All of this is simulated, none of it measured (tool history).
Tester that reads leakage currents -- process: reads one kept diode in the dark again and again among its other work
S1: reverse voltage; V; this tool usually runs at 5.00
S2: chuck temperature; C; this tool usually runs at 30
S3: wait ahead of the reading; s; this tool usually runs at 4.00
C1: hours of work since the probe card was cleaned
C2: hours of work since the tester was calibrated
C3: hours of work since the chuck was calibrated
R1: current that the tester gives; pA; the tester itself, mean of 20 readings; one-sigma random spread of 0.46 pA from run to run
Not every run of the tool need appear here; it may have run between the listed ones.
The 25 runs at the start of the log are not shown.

Run 26, hour 2346.6: usual settings but S1 1.43 V, S2 40 C, S3 9.03 s; C1 1724; C2 949; C3 957. Result: R1 226.10 pA.
At hour 2355.1: probe card cleaned and baked.
Run 27, hour 2483.3: usual settings but S1 1.43 V, S2 40 C, S3 9.03 s; C1 85; C2 1038; C3 1046. Result: R1 226.10 pA.
Run 28, hour 2548.3: usual settings but S1 10.08 V, S2 33 C, S3 0.72 s; C1 129; C2 1082; C3 1089. Result: R1 286.79 pA.
Run 29, hour 2613.0: usual settings but S1 10.08 V, S2 33 C, S3 0.72 s; C1 172; C2 1125; C3 1132. Result: R1 287.23 pA.
At hour 2660.4: probe card cleaned and baked, once more.
Run 30, hour 2673.4: usual settings but S1 5.39 V, S3 7.87 s; C1 9; C2 1163; C3 1170. Result: R1 169.62 pA.
Run 31, hour 2771.0: usual settings but S1 9.84 V, S3 1.00 s; C1 74; C2 1228; C3 1235. Result: R1 209.22 pA.
Run 32, hour 2849.1: usual settings but S1 9.84 V, S3 1.00 s; C1 126; C2 1280; C3 1287. Result: R1 211.23 pA.
Run 33, hour 2942.7: usual settings but S1 9.84 V, S2 40 C, S3 6.40 s; C1 188; C2 1342; C3 1350. Result: R1 438.00 pA.
Run 34, hour 3016.3: usual settings but S1 9.84 V, S2 40 C, S3 6.40 s; C1 237; C2 1391; C3 1399. Result: R1 438.18 pA.
Run 35, hour 3115.1: usual settings but S1 9.84 V, S2 27 C, S3 1.42 s; C1 303; C2 1457; C3 1464. Result: R1 172.22 pA.
Run 36, hour 3248.6: usual settings but S1 2.49 V, S2 22 C; C1 392; C2 1546; C3 1553. Result: R1 73.70 pA.
Run 37, hour 3384.0: usual settings but S1 12.51 V, S3 3.45 s; C1 482; C2 1636; C3 1643. Result: R1 239.49 pA.
Run 38, hour 3469.8: usual settings but S1 12.51 V, S3 3.45 s; C1 539; C2 1693; C3 1701. Result: R1 241.14 pA.

Alternative continuations, all from the tool just after run 38; predict every row:
Run A, hour 3580.8: usual settings but S1 7.50 V, S2 23 C, S3 7.29 s; C1 613; C2 1767; C3 1774. Result: R1 ?.
Run B, hour 3580.8: usual settings but S1 10.15 V, S2 45 C, S3 3.91 s; C1 613; C2 1767; C3 1774. Result: R1 ?.
Run C, hour 3580.8: usual settings but S1 1.83 V; C1 613; C2 1767; C3 1774. Result: R1 ?.

run      R1
  A  120.97
  B  643.30
  C  124.27
What these runs would have given with no unlogged condition in the tool:
run      R1
  A  102.65
  B  573.69
  C  109.64
